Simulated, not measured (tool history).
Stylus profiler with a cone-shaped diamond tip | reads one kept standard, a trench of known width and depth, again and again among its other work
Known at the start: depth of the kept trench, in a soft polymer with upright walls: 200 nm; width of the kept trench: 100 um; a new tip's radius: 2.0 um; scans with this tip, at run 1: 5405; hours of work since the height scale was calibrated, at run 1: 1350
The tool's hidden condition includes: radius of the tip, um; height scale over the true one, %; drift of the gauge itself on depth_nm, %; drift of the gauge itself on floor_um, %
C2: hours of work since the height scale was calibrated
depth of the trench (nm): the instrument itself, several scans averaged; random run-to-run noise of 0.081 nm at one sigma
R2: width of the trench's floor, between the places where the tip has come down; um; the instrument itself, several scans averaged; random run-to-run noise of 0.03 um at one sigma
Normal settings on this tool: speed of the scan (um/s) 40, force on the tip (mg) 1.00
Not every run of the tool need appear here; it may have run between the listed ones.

Run 1, hour 0.0: usual settings; scans with this tip 5405; C2 1350. Result: depth of the trench (nm) 201.15, R2 97.69 um.
Run 2, hour 53.6: usual settings but speed of the scan (um/s) 21; scans with this tip 5540; C2 1384. Result: depth of the trench (nm) 201.20, R2 97.74 um.
Run 3, hour 92.9: usual settings but speed of the scan (um/s) 21; scans with this tip 5638; C2 1408. Result: depth of the trench (nm) 201.07, R2 97.78 um.
Run 4, hour 133.5: usual settings but speed of the scan (um/s) 21; scans with this tip 5740; C2 1434. Result: depth of the trench (nm) 201.14, R2 97.79 um.
Run 5, hour 188.4: usual settings but speed of the scan (um/s) 59; scans with this tip 5878; C2 1468. Result: depth of the trench (nm) 201.12, R2 97.52 um.
Run 6, hour 218.1: usual settings but speed of the scan (um/s) 59; scans with this tip 5952; C2 1487. Result: depth of the trench (nm) 201.23, R2 97.53 um.
Run 7, hour 278.6: usual settings; scans with this tip 6104; C2 1525. Result: depth of the trench (nm) 201.24, R2 97.72 um.
Run 8, hour 334.9: usual settings but speed of the scan (um/s) 85; scans with this tip 6245; C2 1560. Result: depth of the trench (nm) 201.19, R2 97.41 um.
Run 9, hour 399.2: usual settings; scans with this tip 6407; C2 1600. Result: depth of the trench (nm) 201.22, R2 97.64 um.
Run 10, hour 439.2: usual settings; scans with this tip 6507; C2 1625. Result: depth of the trench (nm) 201.31, R2 97.64 um.
Run 11, hour 500.7: usual settings; scans with this tip 6661; C2 1664. Result: depth of the trench (nm) 201.22, R2 97.60 um.
Run 12, hour 548.2: usual settings but force on the tip (mg) 0.40; scans with this tip 6781; C2 1694. Result: depth of the trench (nm) 200.91, R2 97.50 um.
Run 13, hour 584.9: usual settings; scans with this tip 6873; C2 1717. Result: depth of the trench (nm) 201.10, R2 97.62 um.
Run 14, hour 625.4: usual settings; scans with this tip 6974; C2 1742. Result: depth of the trench (nm) 201.22, R2 97.59 um.
Run 15, hour 672.2: usual settings but force on the tip (mg) 2.38; scans with this tip 7091; C2 1771. Result: depth of the trench (nm) 201.78, R2 97.63 um.
Run 16, hour 719.2: usual settings but force on the tip (mg) 2.38; scans with this tip 7210; C2 1801. Result: depth of the trench (nm) 201.75, R2 97.70 um.
Run 17, hour 779.6: usual settings but force on the tip (mg) 2.38; scans with this tip 7361; C2 1839. Result: depth of the trench (nm) 201.88, R2 97.68 um.
Run 18, hour 817.4: usual settings but speed of the scan (um/s) 26, force on the tip (mg) 2.38; scans with this tip 7456; C2 1862. Result: depth of the trench (nm) 201.90, R2 97.74 um.
Run 19, hour 855.1: usual settings but speed of the scan (um/s) 26, force on the tip (mg) 2.38; scans with this tip 7551; C2 1886. Result: depth of the trench (nm) 201.82, R2 97.75 um.
At hour 902.7: height scale calibrated on a step standard.
Run 20, hour 915.8: usual settings but speed of the scan (um/s) 26, force on the tip (mg) 2.38; scans with this tip 7701; C2 8. Result: depth of the trench (nm) 202.22, R2 97.75 um.
Run 21, hour 954.2: usual settings but force on the tip (mg) 1.69; scans with this tip 7798; C2 32. Result: depth of the trench (nm) 201.94, R2 97.62 um.
Run 22, hour 1017.0: usual settings but force on the tip (mg) 1.69; scans with this tip 7956; C2 72. Result: depth of the trench (nm) 201.89, R2 97.60 um.
Run 23, hour 1070.6: usual settings but force on the tip (mg) 1.69; scans with this tip 8090; C2 105. Result: depth of the trench (nm) 201.95, R2 97.67 um.
Run 24, hour 1114.8: usual settings; scans with this tip 8201; C2 133. Result: depth of the trench (nm) 201.75, R2 97.58 um.
Run 25, hour 1147.8: usual settings but speed of the scan (um/s) 36, force on the tip (mg) 2.07; scans with this tip 8284; C2 154. Result: depth of the trench (nm) 202.00, R2 97.65 um.
Run 26, hour 1186.4: usual settings but speed of the scan (um/s) 13, force on the tip (mg) 1.44; scans with this tip 8380; C2 178. Result: depth of the trench (nm) 201.74, R2 97.70 um.
Run 27, hour 1218.6: usual settings but speed of the scan (um/s) 18, force on the tip (mg) 2.46; scans with this tip 8461; C2 198. Result: depth of the trench (nm) 202.14, R2 97.73 um.
At hour 1254.0: height scale calibrated on a step standard, once more.
Run 28, hour 1258.9: usual settings but speed of the scan (um/s) 18, force on the tip (mg) 0.58; scans with this tip 8561; C2 3. Result: depth of the trench (nm) 200.47, R2 97.68 um.
Run 29, hour 1297.1: usual settings but speed of the scan (um/s) 18, force on the tip (mg) 0.58; scans with this tip 8657; C2 27. Result: depth of the trench (nm) 200.33, R2 97.60 um.
Run 30, hour 1342.1: usual settings but speed of the scan (um/s) 12, force on the tip (mg) 1.19; scans with this tip 8770; C2 55. Result: depth of the trench (nm) 200.63, R2 97.71 um.
Run 31, hour 1368.8: usual settings but speed of the scan (um/s) 78, force on the tip (mg) 0.97; scans with this tip 8837; C2 72. Result: depth of the trench (nm) 200.77, R2 97.24 um.
Run 32, hour 1430.6: usual settings but speed of the scan (um/s) 15; scans with this tip 8992; C2 111. Result: depth of the trench (nm) 200.82, R2 97.65 um.
Run 33, hour 1456.9: usual settings but speed of the scan (um/s) 15, force on the tip (mg) 0.58; scans with this tip 9058; C2 127. Result: depth of the trench (nm) 200.38, R2 97.66 um.
Run 34, hour 1485.4: usual settings but speed of the scan (um/s) 15, force on the tip (mg) 0.58; scans with this tip 9130; C2 145. Result: depth of the trench (nm) 200.40, R2 97.64 um.
Run 35, hour 1529.2: usual settings but speed of the scan (um/s) 30, force on the tip (mg) 0.58; scans with this tip 9240; C2 172. Result: depth of the trench (nm) 200.54, R2 97.48 um.

Run 36 has not been measured yet. What should we expect?
Run 36, hour 1567.6: usual settings but speed of the scan (um/s) 10; scans with this tip 9336; C2 197. Result: depth of the trench (nm) ?, R2 ?.

{"run 36": {"depth of the trench (nm)": 200.85, "R2": 97.68}}
Minus the tool's unlogged condition, the same run would have read depth of the trench (nm) 200.84, R2 98.19 um.

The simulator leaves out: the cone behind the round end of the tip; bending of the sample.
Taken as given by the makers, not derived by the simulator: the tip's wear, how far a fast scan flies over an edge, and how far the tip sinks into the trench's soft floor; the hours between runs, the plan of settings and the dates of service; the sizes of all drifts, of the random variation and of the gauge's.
